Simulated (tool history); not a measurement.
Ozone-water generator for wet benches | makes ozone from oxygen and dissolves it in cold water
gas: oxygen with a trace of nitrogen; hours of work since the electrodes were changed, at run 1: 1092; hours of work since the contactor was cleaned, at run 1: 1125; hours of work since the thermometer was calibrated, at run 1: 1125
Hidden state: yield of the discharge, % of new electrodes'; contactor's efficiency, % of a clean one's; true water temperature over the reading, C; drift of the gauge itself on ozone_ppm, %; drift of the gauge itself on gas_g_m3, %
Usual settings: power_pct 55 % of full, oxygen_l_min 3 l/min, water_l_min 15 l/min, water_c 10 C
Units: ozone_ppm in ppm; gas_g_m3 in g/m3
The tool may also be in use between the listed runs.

| run | hour | power_pct | oxygen_l_min | water_l_min | water_c | hours of work since the electrodes were changed | hours of work since the contactor was cleaned | hours of work since the thermometer was calibrated | ozone_ppm | gas_g_m3 |
|---|---|---|---|---|---|---|---|---|---|---|
| 1 | 0 | 55 | 3 | 15 | 10 | 1092 | 1125 | 1125 | 14.1 | 133.4 |
| 2 | 25.4 | 55 | 3 | 15 | 10 | 1112 | 1145 | 1145 | 14.3 | 133.3 |
| 3 | 58.8 | 55 | 3 | 14 | 10 | 1138 | 1171 | 1171 | 14.9 | 132.1 |
| 4 | 84.7 | 55 | 3 | 14 | 10 | 1159 | 1192 | 1192 | 15 | 134.3 |
| 5 | 106.8 | 55 | 3 | 14 | 10 | 1176 | 1209 | 1209 | 15.2 | 132 |
| 6 | 141 | 55 | 3 | 14 | 10 | 1203 | 1236 | 1236 | 15.1 | 133.5 |
| 7 | 176.7 | 49 | 2.18 | 15 | 7 | 1231 | 1264 | 1264 | 13.4 | 155.5 |

Forecast run 8:
| 8 | 193.2 | 90 | 5.1 | 22 | 5 | 1244 | 1277 | 1277 | ? | ? |

{"run 8": {"ozone_ppm": 13.5, "gas_g_m3": 119.9}}
Without the tool's hidden state the same run would have given ozone_ppm 14.2 ppm, gas_g_m3 124.4 g/m3.
